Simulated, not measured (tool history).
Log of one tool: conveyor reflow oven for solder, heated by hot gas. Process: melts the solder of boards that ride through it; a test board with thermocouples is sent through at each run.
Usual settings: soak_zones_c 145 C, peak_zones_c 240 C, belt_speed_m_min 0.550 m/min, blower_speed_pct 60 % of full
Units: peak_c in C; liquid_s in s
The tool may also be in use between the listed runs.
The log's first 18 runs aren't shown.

| run | day | soak_zones_c | peak_zones_c | belt_speed_m_min | blower_speed_pct | peak_c | liquid_s |
|---|---|---|---|---|---|---|---|
| 19 | 5.058 | 141 | 234 | 0.506 | 51 | 212.3 | 50.0 |
|  | 5.300 | flux residue cleaned out of gas plates and filters |
| 20 | 5.546 | 141 | 234 | 0.506 | 51 | 214.7 | 51.8 |
|  | 5.742 | belt drive overhauled, speed set with a stopwatch |
| 21 | 6.025 | 141 | 234 | 0.506 | 51 | 214.5 | 51.8 |
| 22 | 6.192 | 145 | 231 | 0.443 | 60 | 218.3 | 65.8 |
| 23 | 6.388 | 145 | 240 | 0.585 | 58 | 217.1 | 47.5 |
| 24 | 6.654 | 156 | 246 | 0.550 | 60 | 226.9 | 60.8 |
| 25 | 6.950 | 134 | 255 | 0.550 | 66 | 231.4 | 55.7 |
| 26 | 7.325 | 160 | 234 | 0.550 | 60 | 217.3 | 57.3 |
|  | 7.692 | belt drive overhauled, speed set with a stopwatch, once more |
| 27 | 7.692 | 160 | 234 | 0.550 | 60 | 217.6 | 56.8 |
| 28 | 7.862 | 145 | 240 | 0.642 | 60 | 214.2 | 40.6 |
| 29 | 8.150 | 145 | 240 | 0.622 | 60 | 214.8 | 42.9 |

The next listed run, before its measurement:
| 30 | 8.346 | 130 | 240 | 0.586 | 59 | ? | ? |

peak_c: 213.4 C
liquid_s: 40.3 s
Without the tool's hidden state the same run would have given peak_c 215.2 C, liquid_s 41.6 s.
